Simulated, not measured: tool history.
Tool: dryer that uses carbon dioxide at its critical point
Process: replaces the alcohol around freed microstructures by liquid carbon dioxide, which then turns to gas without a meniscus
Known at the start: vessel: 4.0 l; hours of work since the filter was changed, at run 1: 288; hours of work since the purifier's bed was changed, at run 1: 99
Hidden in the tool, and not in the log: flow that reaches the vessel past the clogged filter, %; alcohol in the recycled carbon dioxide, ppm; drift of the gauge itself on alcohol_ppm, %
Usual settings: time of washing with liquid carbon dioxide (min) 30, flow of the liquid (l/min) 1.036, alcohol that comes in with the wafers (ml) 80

run,hour,time of washing with liquid carbon dioxide (min),flow of the liquid (l/min),alcohol that comes in with the wafers (ml),hours of work since the filter was changed,hours of work since the purifier's bed was changed,alcohol left in the vessel before it's heated (ppm by volume)
1,0.0,30,1.036,80,288,99,65
2,7.9,30,1.036,59,292,103,50
# hour 14.0: inlet filter changed
3,15.9,30,1.036,59,1,107,47
4,23.7,30,1.036,59,5,110,37
5,35.5,30,1.036,59,11,116,49
6,41.0,30,1.036,59,13,119,43
7,51.9,40,1.036,80,19,124,44
8,61.4,40,1.036,80,23,129,38
9,69.1,40,1.036,80,27,133,32
10,79.4,40,1.036,80,32,138,43
11,90.0,40,1.036,80,37,143,44
12,102.4,30,0.700,80,43,149,235
13,110.7,30,0.700,80,47,153,229
14,121.0,30,0.700,80,52,158,218
15,129.3,30,1.036,80,56,162,64
16,140.4,30,0.900,80,62,168,94
17,149.2,30,0.900,80,66,172,91
18,156.7,30,0.900,80,70,175,97
19,168.1,30,0.900,80,75,181,96
20,176.5,30,0.900,80,80,185,88
21,187.4,30,0.900,80,85,191,97
22,197.0,34,1.036,80,90,195,51
23,202.4,34,1.036,80,92,198,52
24,214.2,34,1.036,80,98,204,58
25,219.7,34,1.036,80,101,206,57
26,227.0,40,1.130,76,104,210,48
27,233.7,40,1.130,76,107,213,52
28,239.7,31,1.690,43,110,216,55
29,244.9,20,1.690,43,113,219,64
30,257.2,20,1.690,43,119,225,64
31,269.5,20,1.690,43,125,231,65
32,280.7,30,0.630,80,130,236,423
33,287.0,30,1.036,88,134,239,85
34,297.1,48,1.036,33,139,244,65
35,307.2,19,0.630,54,143,249,1160
36,313.0,28,1.670,37,146,252,67
37,318.6,28,1.670,37,149,255,63
38,327.8,28,1.260,35,154,259,72
39,335.1,22,1.036,102,157,263,260
40,343.0,22,1.036,102,161,267,262
41,355.1,35,1.050,80,167,273,82
42,365.0,19,0.830,72,172,277,693
43,374.8,30,1.500,51,177,282,73
44,383.9,30,1.500,51,181,287,73

Forecast each of these 4 alternatives for the next run:
A,394.6,32,1.180,24,186,292,?
B,394.6,30,1.360,80,186,292,?
C,394.6,46,1.500,28,186,292,?
D,394.6,30,0.710,53,186,292,?

run,alcohol left in the vessel before it's heated (ppm by volume)
A,73
B,70
C,71
D,230
Without the tool's hidden state the same runs would have given:
run,alcohol left in the vessel before it's heated (ppm by volume)
A,6
B,0
C,4
D,105
